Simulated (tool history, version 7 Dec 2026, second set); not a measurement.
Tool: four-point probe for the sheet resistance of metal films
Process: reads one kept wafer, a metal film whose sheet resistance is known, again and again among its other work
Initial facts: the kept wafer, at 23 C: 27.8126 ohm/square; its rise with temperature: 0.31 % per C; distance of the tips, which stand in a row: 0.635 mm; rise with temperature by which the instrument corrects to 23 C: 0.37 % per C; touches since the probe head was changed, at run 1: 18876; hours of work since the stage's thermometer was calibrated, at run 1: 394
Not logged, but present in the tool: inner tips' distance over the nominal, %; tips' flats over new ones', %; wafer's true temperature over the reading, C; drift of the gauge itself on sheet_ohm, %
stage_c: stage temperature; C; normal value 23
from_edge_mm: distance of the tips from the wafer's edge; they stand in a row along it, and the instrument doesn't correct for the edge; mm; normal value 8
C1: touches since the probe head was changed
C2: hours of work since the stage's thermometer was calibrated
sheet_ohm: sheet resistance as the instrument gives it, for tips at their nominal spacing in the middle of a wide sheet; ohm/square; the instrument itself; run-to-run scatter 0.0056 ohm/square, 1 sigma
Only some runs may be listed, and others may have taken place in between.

{"run": 1, "hour": 0.0, "stage_c": 23, "from_edge_mm": 8, "C1": 18876, "C2": 394, "sheet_ohm": 28.100075}
{"run": 2, "hour": 47.8, "stage_c": 28, "from_edge_mm": 8, "C1": 21200, "C2": 432, "sheet_ohm": 28.021188}
{"run": 3, "hour": 105.3, "stage_c": 28, "from_edge_mm": 8, "C1": 24000, "C2": 478, "sheet_ohm": 28.050532}
{"run": 4, "hour": 145.5, "stage_c": 28, "from_edge_mm": 8, "C1": 25955, "C2": 510, "sheet_ohm": 28.054811}
{"run": 5, "hour": 175.9, "stage_c": 28, "from_edge_mm": 8, "C1": 27435, "C2": 534, "sheet_ohm": 28.051138}
{"run": 6, "hour": 232.1, "stage_c": 23, "from_edge_mm": 8, "C1": 30171, "C2": 579, "sheet_ohm": 28.156702}
{"run": 7, "hour": 258.7, "stage_c": 19, "from_edge_mm": 3, "C1": 31464, "C2": 600, "sheet_ohm": 28.790645}
{"run": 8, "hour": 305.9, "stage_c": 19, "from_edge_mm": 3, "C1": 33761, "C2": 638, "sheet_ohm": 28.813557}
{"run": 9, "hour": 331.6, "stage_c": 19, "from_edge_mm": 3, "C1": 35011, "C2": 659, "sheet_ohm": 28.810844}
{"run": 10, "hour": 367.8, "stage_c": 19, "from_edge_mm": 3, "C1": 36777, "C2": 688, "sheet_ohm": 28.823709}
{"run": 11, "hour": 422.4, "stage_c": 19, "from_edge_mm": 3, "C1": 39432, "C2": 731, "sheet_ohm": 28.834498}
{"run": 12, "hour": 474.4, "stage_c": 34, "from_edge_mm": 19, "C1": 41964, "C2": 772, "sheet_ohm": 27.915035}

Below are 3 alternative next runs, each starting from the tool's condition after run 12. Predict each:
{"run": "A", "hour": 524.2, "stage_c": 23, "from_edge_mm": 66, "C1": 44387, "C2": 812, "sheet_ohm": "?"}
{"run": "B", "hour": 524.2, "stage_c": 29, "from_edge_mm": 16, "C1": 44387, "C2": 812, "sheet_ohm": "?"}
{"run": "C", "hour": 524.2, "stage_c": 20, "from_edge_mm": 36, "C1": 44387, "C2": 812, "sheet_ohm": "?"}

run=A sheet_ohm=28.104728
run=B sheet_ohm=28.02846
run=C sheet_ohm=28.171735
With no hidden state in the tool, these same runs would have given:
run=A sheet_ohm=27.809852
run=B sheet_ohm=27.734039
run=C sheet_ohm=27.876348
